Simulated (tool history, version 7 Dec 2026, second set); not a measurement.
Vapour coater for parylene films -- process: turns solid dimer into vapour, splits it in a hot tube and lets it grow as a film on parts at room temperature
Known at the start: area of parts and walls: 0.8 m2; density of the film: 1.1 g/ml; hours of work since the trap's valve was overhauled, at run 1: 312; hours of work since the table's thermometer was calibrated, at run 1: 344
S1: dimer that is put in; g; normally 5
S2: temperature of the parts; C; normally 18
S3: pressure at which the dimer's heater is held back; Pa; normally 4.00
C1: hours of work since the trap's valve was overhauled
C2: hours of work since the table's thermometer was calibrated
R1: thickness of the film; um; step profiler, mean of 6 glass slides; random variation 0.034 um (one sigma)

| run | hour | S1 | S2 | S3 | C1 | C2 | R1 |
|---|---|---|---|---|---|---|---|
| 1 | 0.0 | 5 | 18 | 4.00 | 312 | 344 | 3.94 |
| 2 | 27.8 | 5 | 18 | 5.99 | 331 | 363 | 3.74 |
| 3 | 43.0 | 5 | 16 | 4.00 | 341 | 373 | 4.16 |
| 4 | 72.2 | 5 | 13 | 4.00 | 361 | 393 | 4.49 |
| 5 | 87.4 | 5 | 18 | 4.29 | 371 | 403 | 3.92 |
| 6 | 106.6 | 5 | 18 | 4.00 | 384 | 416 | 3.93 |
|  | 124.6 | trap's valve overhauled |
| 7 | 135.8 | 5 | 18 | 4.00 | 8 | 433 | 4.19 |
| 8 | 155.7 | 9 | 16 | 4.00 | 21 | 446 | 7.84 |
| 9 | 179.7 | 9 | 16 | 4.00 | 37 | 462 | 7.93 |
| 10 | 205.3 | 3 | 15 | 8.65 | 54 | 480 | 2.41 |
| 11 | 233.8 | 3 | 15 | 8.65 | 73 | 499 | 2.42 |
| 12 | 256.5 | 5 | 24 | 2.36 | 89 | 514 | 3.86 |
| 13 | 276.5 | 4 | 25 | 2.36 | 102 | 528 | 2.98 |

Here are 3 independent what-if runs from the current tool condition. What would each one return?
| A | 300.6 | 5 | 25 | 4.75 | 118 | 544 | ? |
| B | 300.6 | 5 | 18 | 4.00 | 118 | 544 | ? |
| C | 300.6 | 5 | 21 | 4.00 | 118 | 544 | ? |

| run | R1 |
|---|---|
| A | 3.31 |
| B | 4.08 |
| C | 3.77 |
What these runs would have given with no unlogged condition in the tool:
| run | R1 |
|---|---|
| A | 3.39 |
| B | 4.17 |
| C | 3.85 |
